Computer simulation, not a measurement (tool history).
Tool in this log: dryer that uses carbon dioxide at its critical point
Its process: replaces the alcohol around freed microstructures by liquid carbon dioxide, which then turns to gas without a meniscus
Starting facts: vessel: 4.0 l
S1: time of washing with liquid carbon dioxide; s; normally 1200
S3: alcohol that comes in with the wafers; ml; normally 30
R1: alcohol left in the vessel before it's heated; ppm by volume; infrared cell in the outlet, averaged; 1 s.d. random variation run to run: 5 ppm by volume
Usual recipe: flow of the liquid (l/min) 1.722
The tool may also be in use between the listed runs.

Run 1, day 0.000: usual settings. Result: R1 82 ppm by volume.
Run 2, day 0.729: usual settings but S1 1320 s. Result: R1 86 ppm by volume.
Run 3, day 1.533: usual settings but S3 33 ml. Result: R1 89 ppm by volume.
Run 4, day 2.629: usual settings but S3 52 ml. Result: R1 96 ppm by volume.
Run 5, day 3.300: usual settings. Result: R1 91 ppm by volume.
Run 6, day 4.212: usual settings. Result: R1 95 ppm by volume.
Run 7, day 4.779: usual settings. Result: R1 102 ppm by volume.
Run 8, day 5.408: usual settings. Result: R1 91 ppm by volume.
Run 9, day 6.067: usual settings. Result: R1 106 ppm by volume.
Run 10, day 6.517: usual settings. Result: R1 97 ppm by volume.
Run 11, day 7.342: usual settings but S1 1500 s. Result: R1 104 ppm by volume.
Run 12, day 8.138: usual settings but flow of the liquid (l/min) 2.740, S3 70 ml. Result: R1 97 ppm by volume.
Run 13, day 8.992: usual settings but S1 780 s, flow of the liquid (l/min) 2.570, S3 23 ml. Result: R1 99 ppm by volume.
Run 14, day 9.867: usual settings but S1 840 s, flow of the liquid (l/min) 1.280, S3 65 ml. Result: R1 499 ppm by volume.
Run 15, day 10.946: usual settings but S1 840 s, flow of the liquid (l/min) 1.280, S3 65 ml. Result: R1 513 ppm by volume.
Run 16, day 11.700: usual settings but S1 1380 s, flow of the liquid (l/min) 1.280, S3 33 ml. Result: R1 127 ppm by volume.
Run 17, day 12.342: usual settings but S1 1020 s, flow of the liquid (l/min) 1.430, S3 58 ml. Result: R1 213 ppm by volume.
Run 18, day 12.842: usual settings but S1 1020 s, flow of the liquid (l/min) 1.430, S3 58 ml. Result: R1 216 ppm by volume.
At day 13.700: inlet filter changed.
Run 19, day 13.700: usual settings but flow of the liquid (l/min) 1.750, S3 42 ml. Result: R1 114 ppm by volume.
Run 20, day 14.292: usual settings but flow of the liquid (l/min) 1.750, S3 42 ml. Result: R1 106 ppm by volume.
Run 21, day 14.888: usual settings but S1 1680 s, flow of the liquid (l/min) 2.810, S3 48 ml. Result: R1 121 ppm by volume.

4 ways to go on from here, each from the tool as it stands after run 21. What would each give?
Run A, day 15.550: usual settings but S1 1680 s, flow of the liquid (l/min) 2.810, S3 38 ml. Result: R1 ?.
Run B, day 15.550: usual settings but S1 1680 s, flow of the liquid (l/min) 1.220, S3 24 ml. Result: R1 ?.
Run C, day 15.550: usual settings but S1 1380 s, flow of the liquid (l/min) 1.180, S3 47 ml. Result: R1 ?.
Run D, day 15.550: usual settings but S1 840 s, flow of the liquid (l/min) 2.810, S3 48 ml. Result: R1 ?.

run   R1
  A  117
  B  111
  C  138
  D  115
The same runs, with their run-to-run variation unchanged, on a tool lacking any hidden condition would have given:
run  R1
  A   9
  B   2
  C  25
  D   5

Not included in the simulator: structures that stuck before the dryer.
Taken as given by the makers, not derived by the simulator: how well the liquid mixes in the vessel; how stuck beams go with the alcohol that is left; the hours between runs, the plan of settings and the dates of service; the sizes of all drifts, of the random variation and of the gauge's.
